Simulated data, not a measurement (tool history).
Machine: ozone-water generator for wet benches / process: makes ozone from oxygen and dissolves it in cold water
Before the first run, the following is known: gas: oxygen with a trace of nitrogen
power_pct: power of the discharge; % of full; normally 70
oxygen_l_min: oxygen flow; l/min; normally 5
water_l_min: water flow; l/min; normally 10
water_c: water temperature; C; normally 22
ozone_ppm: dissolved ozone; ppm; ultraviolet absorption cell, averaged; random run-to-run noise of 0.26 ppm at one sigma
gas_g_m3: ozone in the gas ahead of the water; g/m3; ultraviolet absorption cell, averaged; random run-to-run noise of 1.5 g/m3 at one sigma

run	hour	power_pct	oxygen_l_min	water_l_min	water_c	ozone_ppm	gas_g_m3
1	0	70	5	10	22	40	272.3
# hour 15.3: water thermometer calibrated
2	39.5	70	4.98	10	22	39.8	278.3
3	108.3	70	4.98	10	22	39.2	277.6
4	151.3	70	5	10	22	39.7	277.7
5	196.6	70	5	10	22	39.3	276.7
6	233.9	70	5	10	22	39.4	276.5
7	305.8	70	5	10	22	39.5	277.6
8	370.8	70	5	10	17	43.7	278.8
9	430.7	70	5	10	28	35	278.5
10	499.1	70	5	10	28	35	278.9
11	543.5	70	5	10	28	34.9	278.8
12	605.1	70	5	10	28	34.8	281.1
13	665.6	70	5	10	28	34.7	280.2
14	712.9	70	5	10	28	34.9	281.7
15	750.7	70	5	15	22	30.2	282.8
16	814.9	70	5	10	22	39.6	282
17	864.2	70	5	10	22	39.3	283.5
18	922	70	5	10	22	38.9	284.6
19	955.8	52	5	10	22	30.3	216.4
# hour 1012.2: gauge calibrated
20	1012.2	52	3.83	10	18	35	250.9
21	1083.6	52	3.83	10	18	34.6	252.3
22	1137.7	52	3.83	10	18	34.5	250.9
23	1216.5	47	3.83	7	20	37.8	231.7
24	1257.6	61	3.55	15	25	27	304.4
25	1290.7	61	7.79	8	20	35.4	187.9
26	1326.8	70	5	6	22	50.5	277.3
27	1368.1	45	6.05	7	22	29.9	167.4
28	1432.3	45	6.05	7	22	29.9	168.1
29	1474.4	45	7.47	7	22	27.5	148.6
30	1528.5	70	5.68	9	17	45.1	259.5
31	1591.6	70	5.68	9	17	45.2	260.5
32	1637.3	70	8.73	14	17	30.8	197.8
# hour 1672.8: gauge calibrated
33	1676	70	9	10	22	32.5	192.1

Predict each of these 3 candidate next runs independently; none follows another, all start after run 33:
A	1738.1	65	5	10	22	?	?
B	1738.1	70	9	8	20	?	?
C	1738.1	70	5	13	28	?	?

run	ozone_ppm	gas_g_m3
A	37.2	262
B	37.5	192.6
C	29.7	278.1
What these runs would have given with no unlogged condition in the tool:
run	ozone_ppm	gas_g_m3
A	37.2	261.8
B	37.5	192.5
C	29.8	277.9
